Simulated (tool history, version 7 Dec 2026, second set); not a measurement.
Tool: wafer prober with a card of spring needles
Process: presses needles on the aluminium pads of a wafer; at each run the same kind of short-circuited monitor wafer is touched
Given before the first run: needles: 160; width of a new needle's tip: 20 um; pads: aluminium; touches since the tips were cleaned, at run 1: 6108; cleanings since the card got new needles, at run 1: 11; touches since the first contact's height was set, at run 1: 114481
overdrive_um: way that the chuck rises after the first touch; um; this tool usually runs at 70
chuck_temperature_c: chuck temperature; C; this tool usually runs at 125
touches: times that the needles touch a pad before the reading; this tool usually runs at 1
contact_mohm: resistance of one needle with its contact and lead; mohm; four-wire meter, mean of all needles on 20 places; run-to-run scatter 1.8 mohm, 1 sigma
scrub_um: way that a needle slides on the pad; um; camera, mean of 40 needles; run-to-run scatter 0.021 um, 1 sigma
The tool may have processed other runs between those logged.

run,hour,overdrive_um,chuck_temperature_c,touches,touches since the tips were cleaned,cleanings since the card got new needles,touches since the first contact's height was set,contact_mohm,scrub_um
1,0,70,125,1,6108,11,114481,192,10.52
# hour 5.1: tips cleaned on abrasive film
2,5.4,70,125,1,104,12,116719,189,10.53
3,10,70,125,3,2053,12,118668,192,10.51
4,15,70,125,3,4190,12,120805,191,10.53
# hour 24.7: tips cleaned on abrasive film
5,24.7,70,125,1,0,13,124849,193,10.53
6,33.1,70,125,1,3578,13,128427,192,10.56
7,37.7,70,125,1,5508,13,130357,194,10.51
# hour 44.6: tips cleaned on abrasive film
8,45,70,125,1,154,14,133401,188,10.51
9,55,70,125,1,4397,14,137644,191,10.55
10,61.6,70,125,2,7184,14,140431,191,10.52
# hour 64.3: tips cleaned on abrasive film
11,70.3,70,125,2,2570,15,144108,191,10.53
12,80.2,70,125,2,6740,15,148278,191,10.52
# hour 84.1: tips cleaned on abrasive film
13,86.9,70,125,2,1202,16,151087,191,10.53
14,96.4,70,115,1,5204,16,155089,190,10.52
# hour 103.6: tips cleaned on abrasive film
15,105.2,70,115,1,670,17,158776,187,10.54
16,115.6,70,115,1,5104,17,163210,190,10.52
17,120.8,70,115,1,7275,17,165381,191,10.55
# hour 123.5: tips cleaned on abrasive film
18,130.5,70,125,1,2950,18,169461,189,10.52
19,139.3,70,125,1,6656,18,173167,191,10.51
# hour 143.4: tips cleaned on abrasive film
20,147.9,85,125,2,1899,19,176771,189,12.82
21,158.4,85,78,1,6352,19,181224,178,12.74
# hour 163.3: tips cleaned on abrasive film
22,163.8,70,27,3,217,20,183500,172,10.55
23,172.2,71,125,2,3744,20,187027,193,10.66
24,176.6,63,115,1,5612,20,188895,190,9.5
25,181.6,70,26,2,7727,20,191010,167,10.51
# hour 183.2: tips cleaned on abrasive film
26,191.1,74,125,1,3325,21,194992,190,11.11
27,200.4,79,99,1,7261,21,198928,187,11.9
# hour 202.8: tips cleaned on abrasive film
28,210.3,52,81,1,3152,22,203071,185,7.82
29,215,52,81,2,5178,22,205097,187,7.8
30,221.8,70,61,1,8031,22,207950,178,10.51
# hour 222.7: tips cleaned on abrasive film
31,231,70,59,3,3515,23,211819,179,10.51
32,237.3,61,117,1,6174,23,214478,193,9.17
# hour 242.9: tips cleaned on abrasive film
33,243.9,61,117,1,419,24,217253,193,9.2
34,253.6,83,92,1,4501,24,221335,185,12.46
35,261.4,75,39,2,7800,24,224634,174,11.28

Below are 3 alternative next runs, each starting from the tool's condition after run 35. Predict each:
# hour 262.5: tips cleaned on abrasive film
A,268.6,75,67,2,2582,25,227676,?,?
# hour 262.5: tips cleaned on abrasive film
B,268.6,58,125,1,2582,25,227676,?,?
# hour 262.5: tips cleaned on abrasive film
C,268.6,66,41,3,2582,25,227676,?,?

run,contact_mohm,scrub_um
A,180,11.31
B,192,8.7
C,177,9.91
The same runs, with their run-to-run variation unchanged, on a tool lacking any hidden condition would have given:
run,contact_mohm,scrub_um
A,180,11.32
B,192,8.7
C,177,9.92
